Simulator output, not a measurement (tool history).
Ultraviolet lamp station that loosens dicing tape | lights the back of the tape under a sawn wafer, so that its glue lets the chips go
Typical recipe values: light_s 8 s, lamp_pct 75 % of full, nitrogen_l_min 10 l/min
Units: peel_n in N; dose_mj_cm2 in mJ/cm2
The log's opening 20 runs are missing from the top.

run 21 day=34.617 | light_s=8 lamp_pct=75 nitrogen_l_min=10 | peel_n=0.607 dose_mj_cm2=223
run 22 day=36.208 | light_s=9 lamp_pct=75 nitrogen_l_min=8 | peel_n=0.598 dose_mj_cm2=246
run 23 day=37.442 | light_s=9 lamp_pct=75 nitrogen_l_min=8 | peel_n=0.645 dose_mj_cm2=244
run 24 day=38.612 | light_s=8 lamp_pct=85 nitrogen_l_min=11 | peel_n=0.513 dose_mj_cm2=239
run 25 day=39.75 | light_s=8 lamp_pct=85 nitrogen_l_min=11 | peel_n=0.539 dose_mj_cm2=238
run 26 day=40.896 | light_s=8 lamp_pct=60 nitrogen_l_min=10 | peel_n=0.99 dose_mj_cm2=162
run 27 day=43.238 | light_s=4 lamp_pct=82 nitrogen_l_min=8 | peel_n=2.024 dose_mj_cm2=110
run 28 day=45.067 | light_s=12 lamp_pct=82 nitrogen_l_min=7 | peel_n=0.423 dose_mj_cm2=321
run 29 day=46.675 | light_s=12 lamp_pct=82 nitrogen_l_min=7 | peel_n=0.443 dose_mj_cm2=312
run 30 day=47.854 | light_s=10 lamp_pct=61 nitrogen_l_min=7 | peel_n=0.999 dose_mj_cm2=189
run 31 day=48.946 | light_s=10 lamp_pct=61 nitrogen_l_min=7 | peel_n=1.067 dose_mj_cm2=195
-- day=49.296 window cleaned of glue's vapour
run 32 day=50.488 | light_s=10 lamp_pct=78 nitrogen_l_min=18 | peel_n=0.27 dose_mj_cm2=290
run 33 day=52.392 | light_s=9 lamp_pct=92 nitrogen_l_min=10 | peel_n=0.38 dose_mj_cm2=301
run 34 day=54.008 | light_s=8 lamp_pct=60 nitrogen_l_min=10 | peel_n=0.972 dose_mj_cm2=172
run 35 day=56.229 | light_s=15 lamp_pct=74 nitrogen_l_min=17 | peel_n=0.214 dose_mj_cm2=387

Run 36 has not been measured yet. What should we expect?
run 36 day=57.288 | light_s=15 lamp_pct=65 nitrogen_l_min=6 | peel_n=? dose_mj_cm2=?

peel_n: 0.451 N
dose_mj_cm2: 332 mJ/cm2
Were there no unlogged condition in the tool, this run, its random variation unchanged, would have produced peel_n 0.337 N, dose_mj_cm2 394 mJ/cm2.

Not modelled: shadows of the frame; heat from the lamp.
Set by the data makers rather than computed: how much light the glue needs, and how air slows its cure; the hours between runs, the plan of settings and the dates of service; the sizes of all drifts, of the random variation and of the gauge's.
